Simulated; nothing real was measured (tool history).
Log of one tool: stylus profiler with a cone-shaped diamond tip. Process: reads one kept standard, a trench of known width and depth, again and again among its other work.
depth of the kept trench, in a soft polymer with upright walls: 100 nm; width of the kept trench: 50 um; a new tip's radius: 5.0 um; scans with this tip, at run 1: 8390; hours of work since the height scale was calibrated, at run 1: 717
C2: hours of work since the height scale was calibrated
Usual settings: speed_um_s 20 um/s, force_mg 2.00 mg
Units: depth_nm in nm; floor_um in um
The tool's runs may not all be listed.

run 1 hour=0.0 | speed_um_s=20 force_mg=2.00 | scans_with_this_tip=8390 C2=717 | depth_nm=100.87 floor_um=47.29
run 2 hour=13.7 | speed_um_s=20 force_mg=2.00 | scans_with_this_tip=8489 C2=726 | depth_nm=100.82 floor_um=47.27
run 3 hour=38.0 | speed_um_s=20 force_mg=2.00 | scans_with_this_tip=8666 C2=741 | depth_nm=100.81 floor_um=47.29
run 4 hour=61.7 | speed_um_s=20 force_mg=2.00 | scans_with_this_tip=8838 C2=756 | depth_nm=100.77 floor_um=47.17
run 5 hour=75.9 | speed_um_s=20 force_mg=2.00 | scans_with_this_tip=8942 C2=765 | depth_nm=100.76 floor_um=47.24
run 6 hour=96.2 | speed_um_s=9 force_mg=2.00 | scans_with_this_tip=9089 C2=777 | depth_nm=100.86 floor_um=47.34
run 7 hour=110.3 | speed_um_s=20 force_mg=1.82 | scans_with_this_tip=9192 C2=786 | depth_nm=100.74 floor_um=47.21
run 8 hour=124.9 | speed_um_s=17 force_mg=2.00 | scans_with_this_tip=9298 C2=795 | depth_nm=100.79 floor_um=47.22
run 9 hour=143.8 | speed_um_s=17 force_mg=2.00 | scans_with_this_tip=9435 C2=807 | depth_nm=100.79 floor_um=47.18
run 10 hour=169.7 | speed_um_s=17 force_mg=2.00 | scans_with_this_tip=9623 C2=823 | depth_nm=100.83 floor_um=47.16
run 11 hour=192.0 | speed_um_s=6 force_mg=2.00 | scans_with_this_tip=9786 C2=837 | depth_nm=100.84 floor_um=47.26
run 12 hour=215.5 | speed_um_s=6 force_mg=2.00 | scans_with_this_tip=9956 C2=851 | depth_nm=100.83 floor_um=47.25
run 13 hour=228.8 | speed_um_s=6 force_mg=2.00 | scans_with_this_tip=10053 C2=860 | depth_nm=100.80 floor_um=47.26
run 14 hour=243.0 | speed_um_s=6 force_mg=2.00 | scans_with_this_tip=10156 C2=868 | depth_nm=100.84 floor_um=47.20
run 15 hour=257.0 | speed_um_s=6 force_mg=2.00 | scans_with_this_tip=10258 C2=877 | depth_nm=100.74 floor_um=47.31
run 16 hour=285.1 | speed_um_s=6 force_mg=2.00 | scans_with_this_tip=10463 C2=895 | depth_nm=100.73 floor_um=47.25
run 17 hour=303.7 | speed_um_s=6 force_mg=2.00 | scans_with_this_tip=10598 C2=906 | depth_nm=100.74 floor_um=47.23
run 18 hour=326.6 | speed_um_s=6 force_mg=2.00 | scans_with_this_tip=10764 C2=920 | depth_nm=100.85 floor_um=47.23
run 19 hour=338.4 | speed_um_s=6 force_mg=2.00 | scans_with_this_tip=10849 C2=928 | depth_nm=100.68 floor_um=47.18
run 20 hour=350.6 | speed_um_s=6 force_mg=2.00 | scans_with_this_tip=10938 C2=935 | depth_nm=100.76 floor_um=47.24
run 21 hour=364.9 | speed_um_s=20 force_mg=3.02 | scans_with_this_tip=11042 C2=944 | depth_nm=101.09 floor_um=47.16
run 22 hour=389.8 | speed_um_s=20 force_mg=3.02 | scans_with_this_tip=11223 C2=960 | depth_nm=101.21 floor_um=47.10
run 23 hour=415.5 | speed_um_s=20 force_mg=3.02 | scans_with_this_tip=11410 C2=976 | depth_nm=101.13 floor_um=47.10
run 24 hour=431.9 | speed_um_s=20 force_mg=3.02 | scans_with_this_tip=11529 C2=986 | depth_nm=101.15 floor_um=47.12
run 25 hour=455.5 | speed_um_s=24 force_mg=1.01 | scans_with_this_tip=11701 C2=1000 | depth_nm=100.28 floor_um=46.93
run 26 hour=482.4 | speed_um_s=24 force_mg=1.01 | scans_with_this_tip=11896 C2=1017 | depth_nm=100.30 floor_um=46.96
run 27 hour=503.3 | speed_um_s=22 force_mg=5.20 | scans_with_this_tip=12048 C2=1030 | depth_nm=101.87 floor_um=47.12
run 28 hour=525.2 | speed_um_s=63 force_mg=2.98 | scans_with_this_tip=12207 C2=1044 | depth_nm=101.18 floor_um=46.83
run 29 hour=544.2 | speed_um_s=7 force_mg=2.98 | scans_with_this_tip=12346 C2=1056 | depth_nm=101.09 floor_um=47.10
run 30 hour=566.3 | speed_um_s=7 force_mg=2.98 | scans_with_this_tip=12506 C2=1069 | depth_nm=101.15 floor_um=47.14
run 31 hour=579.5 | speed_um_s=7 force_mg=2.98 | scans_with_this_tip=12602 C2=1078 | depth_nm=101.17 floor_um=47.08
run 32 hour=592.1 | speed_um_s=42 force_mg=2.00 | scans_with_this_tip=12693 C2=1085 | depth_nm=100.76 floor_um=46.89
run 33 hour=603.9 | speed_um_s=30 force_mg=4.16 | scans_with_this_tip=12779 C2=1093 | depth_nm=101.58 floor_um=47.06
run 34 hour=632.7 | speed_um_s=30 force_mg=4.16 | scans_with_this_tip=12989 C2=1111 | depth_nm=101.49 floor_um=46.94
run 35 hour=661.0 | speed_um_s=30 force_mg=4.16 | scans_with_this_tip=13195 C2=1128 | depth_nm=101.48 floor_um=46.95
run 36 hour=677.8 | speed_um_s=7 force_mg=2.82 | scans_with_this_tip=13317 C2=1139 | depth_nm=100.99 floor_um=47.06
run 37 hour=691.6 | speed_um_s=9 force_mg=1.53 | scans_with_this_tip=13417 C2=1147 | depth_nm=100.53 floor_um=47.04
run 38 hour=709.3 | speed_um_s=9 force_mg=1.53 | scans_with_this_tip=13546 C2=1158 | depth_nm=100.47 floor_um=47.05
run 39 hour=725.4 | speed_um_s=9 force_mg=1.53 | scans_with_this_tip=13663 C2=1168 | depth_nm=100.56 floor_um=47.02
run 40 hour=739.6 | speed_um_s=51 force_mg=3.41 | scans_with_this_tip=13766 C2=1177 | depth_nm=101.07 floor_um=46.83
run 41 hour=766.1 | speed_um_s=19 force_mg=1.84 | scans_with_this_tip=13959 C2=1194 | depth_nm=100.52 floor_um=47.00
run 42 hour=786.6 | speed_um_s=19 force_mg=1.84 | scans_with_this_tip=14108 C2=1206 | depth_nm=100.63 floor_um=46.89
run 43 hour=811.4 | speed_um_s=55 force_mg=2.26 | scans_with_this_tip=14288 C2=1222 | depth_nm=100.82 floor_um=46.68
run 44 hour=834.8 | speed_um_s=12 force_mg=0.69 | scans_with_this_tip=14458 C2=1236 | depth_nm=100.04 floor_um=46.92
run 45 hour=861.2 | speed_um_s=9 force_mg=0.86 | scans_with_this_tip=14650 C2=1253 | depth_nm=100.02 floor_um=46.91
run 46 hour=883.9 | speed_um_s=9 force_mg=0.92 | scans_with_this_tip=14814 C2=1267 | depth_nm=100.19 floor_um=46.97
run 47 hour=904.4 | speed_um_s=61 force_mg=1.24 | scans_with_this_tip=14964 C2=1279 | depth_nm=100.29 floor_um=46.49

3 ways to go on from here, each from the tool as it stands after run 47. What would each give?
run A hour=931.6 | speed_um_s=20 force_mg=3.42 | scans_with_this_tip=15161 C2=1296 | depth_nm=? floor_um=?
run B hour=931.6 | speed_um_s=14 force_mg=4.74 | scans_with_this_tip=15161 C2=1296 | depth_nm=? floor_um=?
run C hour=931.6 | speed_um_s=20 force_mg=0.68 | scans_with_this_tip=15161 C2=1296 | depth_nm=? floor_um=?

run=A depth_nm=101.07 floor_um=46.85
run=B depth_nm=101.52 floor_um=46.95
run=C depth_nm=99.96 floor_um=46.76
Without the tool's hidden state the same runs would have given:
run=A depth_nm=101.70 floor_um=47.85
run=B depth_nm=102.16 floor_um=47.95
run=C depth_nm=100.59 floor_um=47.76
